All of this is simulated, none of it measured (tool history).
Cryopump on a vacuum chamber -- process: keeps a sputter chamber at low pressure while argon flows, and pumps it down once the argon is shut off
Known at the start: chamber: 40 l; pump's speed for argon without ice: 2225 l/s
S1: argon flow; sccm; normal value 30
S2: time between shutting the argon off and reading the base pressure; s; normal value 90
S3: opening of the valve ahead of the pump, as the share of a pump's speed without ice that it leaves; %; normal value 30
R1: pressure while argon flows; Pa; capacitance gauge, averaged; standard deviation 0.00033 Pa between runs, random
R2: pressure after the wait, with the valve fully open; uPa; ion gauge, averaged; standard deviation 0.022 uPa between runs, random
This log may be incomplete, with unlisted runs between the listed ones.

run,day,S1,S2,S3,R1,R2
1,0,30,90,30,0.0783,1.31
2,0.475,30,90,30,0.0788,1.29
3,1.125,30,90,30,0.0789,1.35
4,1.854,30,254,30,0.0785,1.01
5,2.475,30,254,30,0.0788,1.03
6,3.35,30,254,30,0.0789,0.98
7,4.142,30,90,15,0.1542,1.31
8,5.058,41,81,23,0.1408,1.44
9,6.121,30,164,30,0.0791,1.1
10,6.746,30,164,30,0.0795,1.11
11,7.75,30,164,30,0.0792,1.1
12,8.658,30,90,25,0.0941,1.37
13,9.704,19,90,32,0.0473,1.42
14,10.217,22,236,30,0.0581,1.05

Branching from run 14: 5 alternative next runs. What would each branch give?
A,11.121,18,29,22,?,?
B,11.121,27,236,30,?,?
C,11.121,22,236,16,?,?
D,11.121,34,236,30,?,?
E,11.121,30,48,30,?,?

run,R1,R2
A,0.0643,2.43
B,0.0712,1.13
C,0.1076,1.06
D,0.0898,1.13
E,0.0797,1.85
Stripped of hidden state, with their random variation kept, the same runs would have yielded:
run,R1,R2
A,0.0621,1.69
B,0.068,0.36
C,0.105,0.32
D,0.0858,0.35
E,0.0761,1.1

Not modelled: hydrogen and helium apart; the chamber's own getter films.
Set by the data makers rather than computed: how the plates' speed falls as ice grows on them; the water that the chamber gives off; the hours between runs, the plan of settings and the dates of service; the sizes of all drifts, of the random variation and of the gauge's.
